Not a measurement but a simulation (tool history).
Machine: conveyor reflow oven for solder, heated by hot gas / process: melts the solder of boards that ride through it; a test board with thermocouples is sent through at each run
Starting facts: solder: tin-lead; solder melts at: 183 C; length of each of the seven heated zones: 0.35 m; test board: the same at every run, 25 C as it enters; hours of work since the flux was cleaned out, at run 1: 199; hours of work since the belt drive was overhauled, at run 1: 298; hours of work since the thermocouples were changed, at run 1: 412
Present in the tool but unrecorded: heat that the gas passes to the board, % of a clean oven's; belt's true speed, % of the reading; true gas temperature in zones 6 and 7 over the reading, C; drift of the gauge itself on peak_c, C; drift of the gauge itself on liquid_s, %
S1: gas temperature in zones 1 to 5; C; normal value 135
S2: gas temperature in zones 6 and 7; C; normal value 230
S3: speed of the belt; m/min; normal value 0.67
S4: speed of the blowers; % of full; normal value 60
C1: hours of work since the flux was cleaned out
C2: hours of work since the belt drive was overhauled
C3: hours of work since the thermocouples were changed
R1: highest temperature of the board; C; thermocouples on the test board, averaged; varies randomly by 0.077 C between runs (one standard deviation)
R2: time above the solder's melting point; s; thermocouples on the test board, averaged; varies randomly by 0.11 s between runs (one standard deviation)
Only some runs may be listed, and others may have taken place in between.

Run 1, hour 0: usual settings; C1 199; C2 298; C3 412. Result: R1 212.39 C, R2 42.7 s.
Run 2, hour 31.3: usual settings; C1 212; C2 311; C3 425. Result: R1 212.38 C, R2 42.6 s.
Run 3, hour 65.3: usual settings; C1 227; C2 325; C3 440. Result: R1 212.35 C, R2 42.8 s.
Run 4, hour 87.3: usual settings but S2 237 C; C1 236; C2 334; C3 449. Result: R1 218.29 C, R2 46.9 s.
Run 5, hour 125.5: usual settings but S2 237 C; C1 252; C2 350; C3 465. Result: R1 218.27 C, R2 46.6 s.
Run 6, hour 160: usual settings but S2 237 C; C1 267; C2 365; C3 480. Result: R1 218.25 C, R2 46.7 s.
Run 7, hour 176.6: usual settings but S2 241 C; C1 274; C2 372; C3 487. Result: R1 221.52 C, R2 48.8 s.
Run 8, hour 211.2: usual settings; C1 288; C2 387; C3 501. Result: R1 212.22 C, R2 42.7 s.
Run 9, hour 250.5: usual settings; C1 305; C2 403; C3 518. Result: R1 212.08 C, R2 42.6 s.
Run 10, hour 272.1: usual settings; C1 314; C2 412; C3 527. Result: R1 212.09 C, R2 42.5 s.
At hour 288.5: flux residue cleaned out of gas plates and filters.
Run 11, hour 300.8: usual settings; C1 5; C2 422; C3 537. Result: R1 213.79 C, R2 44 s.
Run 12, hour 336.5: usual settings; C1 20; C2 437; C3 552. Result: R1 213.74 C, R2 43.9 s.
Run 13, hour 368.4: usual settings; C1 34; C2 451; C3 565. Result: R1 213.76 C, R2 43.8 s.
Run 14, hour 392.4: usual settings; C1 44; C2 461; C3 575. Result: R1 213.61 C, R2 43.9 s.
Run 15, hour 416.9: usual settings; C1 54; C2 471; C3 586. Result: R1 213.66 C, R2 43.9 s.
Run 16, hour 449.9: usual settings but S2 223 C; C1 68; C2 485; C3 600. Result: R1 207.51 C, R2 39.2 s.
Run 17, hour 473.9: usual settings but S2 227 C; C1 78; C2 495; C3 610. Result: R1 210.99 C, R2 41.8 s.
Run 18, hour 507: usual settings but S1 123 C, S2 240 C, S3 0.582 m/min, S4 79 % of full; C1 92; C2 509; C3 624. Result: R1 229.91 C, R2 59.2 s.
Run 19, hour 525.1: usual settings but S1 138 C, S2 227 C, S3 0.73 m/min, S4 56 % of full; C1 100; C2 517; C3 631. Result: R1 207.19 C, R2 35.4 s.
Run 20, hour 552.8: usual settings but S3 0.643 m/min; C1 111; C2 528; C3 643. Result: R1 214.84 C, R2 46.8 s.
Run 21, hour 584.3: usual settings but S3 0.55 m/min, S4 52 % of full; C1 125; C2 542; C3 656. Result: R1 217.02 C, R2 57.4 s.
Run 22, hour 622.4: usual settings but S3 0.633 m/min, S4 75 % of full; C1 141; C2 558; C3 672. Result: R1 218.96 C, R2 51.2 s.
Run 23, hour 662.4: usual settings but S3 0.633 m/min, S4 75 % of full; C1 158; C2 575; C3 689. Result: R1 218.84 C, R2 51.2 s.
Run 24, hour 702.3: usual settings but S1 126 C, S3 0.668 m/min, S4 75 % of full; C1 174; C2 591; C3 706. Result: R1 215.96 C, R2 44 s.
Run 25, hour 722.6: usual settings but S1 126 C, S3 0.668 m/min, S4 75 % of full; C1 183; C2 600; C3 714. Result: R1 215.81 C, R2 44.1 s.
Run 26, hour 753.4: usual settings but S1 142 C; C1 196; C2 613; C3 727. Result: R1 214.58 C, R2 46.9 s.
Run 27, hour 786.9: usual settings but S2 227 C, S3 0.677 m/min, S4 59 % of full; C1 210; C2 627; C3 742. Result: R1 209.85 C, R2 40.8 s.
Run 28, hour 820.7: usual settings but S2 227 C, S3 0.677 m/min, S4 59 % of full; C1 224; C2 641; C3 756. Result: R1 209.96 C, R2 40.3 s.
Run 29, hour 857.5: usual settings but S3 0.699 m/min, S4 88 % of full; C1 240; C2 657; C3 771. Result: R1 218.36 C, R2 46 s.
Run 30, hour 897.1: usual settings but S2 219 C; C1 256; C2 673; C3 788. Result: R1 203.75 C, R2 35.7 s.
Run 31, hour 929.8: usual settings but S2 219 C; C1 270; C2 687; C3 802. Result: R1 203.72 C, R2 35.7 s.

What if the next run were any one of these 3? Each begins from the tool's condition after run 31:
Run A, hour 969.2: usual settings but S2 219 C, S3 0.607 m/min, S4 89 % of full; C1 287; C2 704; C3 818. Result: R1 ?, R2 ?.
Run B, hour 969.2: usual settings but S1 146 C, S2 226 C; C1 287; C2 704; C3 818. Result: R1 ?, R2 ?.
Run C, hour 969.2: usual settings but S2 237 C, S3 0.745 m/min; C1 287; C2 704; C3 818. Result: R1 ?, R2 ?.

run      R1    R2
  A  211.72  49.8
  B  211.77    46
  C  214.78  39.6
With no hidden state in the tool, these same runs would have given:
run      R1    R2
  A  211.06  49.1
  B  211.13  45.1
  C  214.42  38.9

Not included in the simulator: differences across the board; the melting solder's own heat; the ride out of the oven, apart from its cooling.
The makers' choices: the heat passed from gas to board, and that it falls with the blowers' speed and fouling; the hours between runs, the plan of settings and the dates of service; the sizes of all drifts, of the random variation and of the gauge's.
